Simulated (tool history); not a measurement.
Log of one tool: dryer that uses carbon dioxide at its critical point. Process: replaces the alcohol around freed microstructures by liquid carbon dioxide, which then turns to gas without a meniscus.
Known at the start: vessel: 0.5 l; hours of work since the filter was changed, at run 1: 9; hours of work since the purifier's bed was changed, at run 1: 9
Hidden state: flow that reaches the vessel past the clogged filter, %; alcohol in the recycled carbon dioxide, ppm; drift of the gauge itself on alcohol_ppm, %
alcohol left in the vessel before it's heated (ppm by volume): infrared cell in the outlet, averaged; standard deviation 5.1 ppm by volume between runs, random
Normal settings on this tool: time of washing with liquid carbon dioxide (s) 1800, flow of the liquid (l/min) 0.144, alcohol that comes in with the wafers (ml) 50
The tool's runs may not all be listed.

run	hour	time of washing with liquid carbon dioxide (s)	flow of the liquid (l/min)	alcohol that comes in with the wafers (ml)	hours of work since the filter was changed	hours of work since the purifier's bed was changed	alcohol left in the vessel before it's heated (ppm by volume)
1	0	1800	0.144	50	9	9	55
2	18	1800	0.144	50	16	16	58
3	37.8	1800	0.144	50	22	22	69
4	53	1800	0.144	50	27	27	59
5	64.1	1800	0.144	50	31	31	62
6	74.6	1800	0.144	50	35	35	64
7	86.8	2640	0.144	50	39	39	15
8	104.2	2640	0.144	50	45	45	21
9	122.6	1800	0.144	20	51	51	37
10	135.3	1800	0.144	20	56	56	34
11	153.6	1800	0.144	20	62	62	39
12	163.1	1500	0.144	50	65	65	210
13	181.2	1500	0.144	50	71	71	202
14	200.2	1500	0.144	50	78	78	202
15	211.9	1500	0.144	50	82	82	214
16	232.5	1680	0.207	45	89	89	30
17	241.7	1680	0.207	45	92	92	28
18	251.1	1980	0.088	32	95	95	390
19	264	1980	0.088	32	99	99	382
20	283.5	1800	0.234	120	106	106	22
21	300.2	1260	0.214	78	112	112	111
22	311.6	2460	0.243	57	116	116	33
23	325.4	2460	0.243	57	120	120	28
24	345.6	1800	0.144	32	127	127	70
25	365.3	1080	0.206	35	134	134	167
26	379.9	1080	0.166	26	139	139	352
27	389.6	1800	0.18	85	142	142	54
28	407.5	1800	0.197	76	148	148	39
29	423.8	1860	0.105	61	154	154	451

Forecast each of these 4 alternatives for the next run:
A	442	1860	0.192	113	160	160	?
B	442	1800	0.117	54	160	160	?
C	442	1860	0.144	29	160	160	?
D	442	1800	0.134	50	160	160	?

run	alcohol left in the vessel before it's heated (ppm by volume)
A	56
B	290
C	63
D	140
With the hidden condition removed and each run's random variation left untouched, the same runs would have given:
run	alcohol left in the vessel before it's heated (ppm by volume)
A	19
B	202
C	23
D	82
